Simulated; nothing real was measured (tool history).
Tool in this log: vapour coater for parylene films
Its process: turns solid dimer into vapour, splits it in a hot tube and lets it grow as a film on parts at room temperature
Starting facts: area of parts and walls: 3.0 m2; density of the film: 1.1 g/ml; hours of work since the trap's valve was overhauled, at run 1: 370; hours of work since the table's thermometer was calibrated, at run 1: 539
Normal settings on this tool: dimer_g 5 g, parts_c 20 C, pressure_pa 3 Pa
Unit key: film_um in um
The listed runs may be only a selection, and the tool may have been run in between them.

run	day	dimer_g	parts_c	pressure_pa	hours of work since the trap's valve was overhauled	hours of work since the table's thermometer was calibrated	film_um
1	0	5	20	3	370	539	0.75
2	0.771	5	20	3	384	553	0.75
3	1.667	5	20	3	401	569	0.75
4	2.229	5	20	3	411	579	0.75
5	2.758	5	20	3.45	420	589	0.7
6	3.275	5	20	3.45	430	598	0.75
7	3.846	5	20	3.45	440	609	0.73
8	4.512	5	20	3.45	452	621	0.7
9	5.008	5	20	3	461	630	0.7
10	5.567	5	20	3	471	640	0.72
11	6.471	7	15	3	488	656	1.17
12	6.904	3	22	3	495	664	0.42
13	7.512	3	22	3.2	507	675	0.4
14	8.212	5	27	2.3	519	688	0.65
15	8.771	3	16	5.99	529	698	0.47
16	9.208	2	31	2.85	537	706	0.22
17	10.025	2	31	2.85	552	721	0.23
18	10.571	2	31	2.85	562	731	0.22
19	11.192	2	31	2.85	573	742	0.21
20	11.833	9	20	3	585	753	1.29

Had the tool no unlogged condition, and each run kept its random variation, what would the results have been?
Hidden conditions of the tool in this case: vapour lost through the trap's worn valve, %; true temperature of the parts over the reading, C; drift of the gauge itself on film_um, %.
run	film_um
1	0.81
2	0.82
3	0.82
4	0.82
5	0.76
6	0.82
7	0.8
8	0.77
9	0.78
10	0.79
11	1.3
12	0.46
13	0.45
14	0.72
15	0.52
16	0.25
17	0.25
18	0.24
19	0.23
20	1.46
